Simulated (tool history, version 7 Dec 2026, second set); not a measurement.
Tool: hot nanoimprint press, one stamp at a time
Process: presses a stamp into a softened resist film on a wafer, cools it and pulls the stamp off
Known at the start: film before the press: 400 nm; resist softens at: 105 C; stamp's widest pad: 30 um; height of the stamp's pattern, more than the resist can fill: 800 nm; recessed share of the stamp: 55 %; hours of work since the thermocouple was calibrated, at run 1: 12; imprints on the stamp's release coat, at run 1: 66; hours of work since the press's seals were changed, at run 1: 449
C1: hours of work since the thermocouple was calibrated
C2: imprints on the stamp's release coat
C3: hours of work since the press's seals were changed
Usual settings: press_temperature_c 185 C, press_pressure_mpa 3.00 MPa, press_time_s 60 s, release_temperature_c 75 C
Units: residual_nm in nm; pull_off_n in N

{"run": 1, "hour": 0.0, "press_temperature_c": 185, "press_pressure_mpa": 3.0, "press_time_s": 60, "release_temperature_c": 75, "C1": 12, "C2": 66, "C3": 449, "residual_nm": 202.5, "pull_off_n": 202}
{"run": 2, "hour": 43.2, "press_temperature_c": 185, "press_pressure_mpa": 3.0, "press_time_s": 60, "release_temperature_c": 75, "C1": 43, "C2": 235, "C3": 480, "residual_nm": 204.2, "pull_off_n": 204}
{"run": 3, "hour": 106.5, "press_temperature_c": 185, "press_pressure_mpa": 3.0, "press_time_s": 60, "release_temperature_c": 75, "C1": 89, "C2": 484, "C3": 526, "residual_nm": 204.7, "pull_off_n": 208}
{"hour": 172.2, "done": "stamp cleaned and given a new release coat"}
{"run": 4, "hour": 189.8, "press_temperature_c": 185, "press_pressure_mpa": 3.0, "press_time_s": 60, "release_temperature_c": 75, "C1": 145, "C2": 69, "C3": 581, "residual_nm": 205.7, "pull_off_n": 208}
{"run": 5, "hour": 245.9, "press_temperature_c": 185, "press_pressure_mpa": 3.0, "press_time_s": 60, "release_temperature_c": 75, "C1": 185, "C2": 289, "C3": 622, "residual_nm": 207.0, "pull_off_n": 206}
{"run": 6, "hour": 305.2, "press_temperature_c": 185, "press_pressure_mpa": 3.0, "press_time_s": 60, "release_temperature_c": 75, "C1": 228, "C2": 522, "C3": 665, "residual_nm": 207.0, "pull_off_n": 200}
{"run": 7, "hour": 346.6, "press_temperature_c": 185, "press_pressure_mpa": 3.0, "press_time_s": 60, "release_temperature_c": 63, "C1": 258, "C2": 684, "C3": 694, "residual_nm": 206.9, "pull_off_n": 271}
{"hour": 362.6, "done": "stamp cleaned and given a new release coat"}
{"run": 8, "hour": 384.6, "press_temperature_c": 185, "press_pressure_mpa": 3.0, "press_time_s": 60, "release_temperature_c": 63, "C1": 281, "C2": 86, "C3": 717, "residual_nm": 207.5, "pull_off_n": 279}
{"hour": 398.8, "done": "press's hydraulic seals changed and the load cell set to zero"}
{"run": 9, "hour": 432.3, "press_temperature_c": 185, "press_pressure_mpa": 3.0, "press_time_s": 60, "release_temperature_c": 63, "C1": 309, "C2": 242, "C3": 24, "residual_nm": 206.2, "pull_off_n": 277}
{"run": 10, "hour": 494.2, "press_temperature_c": 185, "press_pressure_mpa": 3.0, "press_time_s": 60, "release_temperature_c": 63, "C1": 354, "C2": 485, "C3": 69, "residual_nm": 207.5, "pull_off_n": 273}
{"hour": 560.1, "done": "stamp cleaned and given a new release coat"}
{"run": 11, "hour": 560.1, "press_temperature_c": 185, "press_pressure_mpa": 3.0, "press_time_s": 60, "release_temperature_c": 75, "C1": 397, "C2": 0, "C3": 112, "residual_nm": 206.6, "pull_off_n": 207}
{"run": 12, "hour": 630.4, "press_temperature_c": 185, "press_pressure_mpa": 3.0, "press_time_s": 60, "release_temperature_c": 75, "C1": 448, "C2": 275, "C3": 163, "residual_nm": 207.6, "pull_off_n": 209}
{"run": 13, "hour": 694.0, "press_temperature_c": 185, "press_pressure_mpa": 3.0, "press_time_s": 60, "release_temperature_c": 75, "C1": 494, "C2": 525, "C3": 209, "residual_nm": 208.2, "pull_off_n": 205}
{"hour": 753.6, "done": "stamp cleaned and given a new release coat"}
{"run": 14, "hour": 767.2, "press_temperature_c": 185, "press_pressure_mpa": 3.0, "press_time_s": 60, "release_temperature_c": 71, "C1": 542, "C2": 53, "C3": 257, "residual_nm": 208.3, "pull_off_n": 234}
{"hour": 817.3, "done": "plate thermocouple calibrated"}
{"run": 15, "hour": 819.3, "press_temperature_c": 185, "press_pressure_mpa": 3.0, "press_time_s": 60, "release_temperature_c": 71, "C1": 2, "C2": 246, "C3": 292, "residual_nm": 206.0, "pull_off_n": 228}
{"run": 16, "hour": 873.8, "press_temperature_c": 187, "press_pressure_mpa": 3.0, "press_time_s": 60, "release_temperature_c": 62, "C1": 41, "C2": 459, "C3": 332, "residual_nm": 191.4, "pull_off_n": 280}
{"hour": 947.0, "done": "stamp cleaned and given a new release coat"}
{"run": 17, "hour": 952.4, "press_temperature_c": 188, "press_pressure_mpa": 1.97, "press_time_s": 40, "release_temperature_c": 71, "C1": 93, "C2": 21, "C3": 384, "residual_nm": 252.8, "pull_off_n": 227}

Forecast run 18:
{"run": 18, "hour": 1006.6, "press_temperature_c": 183, "press_pressure_mpa": 3.04, "press_time_s": 38, "release_temperature_c": 70, "C1": 132, "C2": 234, "C3": 423, "residual_nm": "?", "pull_off_n": "?"}

Run 18 gave residual_nm 259.6 nm, pull_off_n 232 N.
Without the tool's hidden state the same run would have given residual_nm 253.5 nm, pull_off_n 231 N.
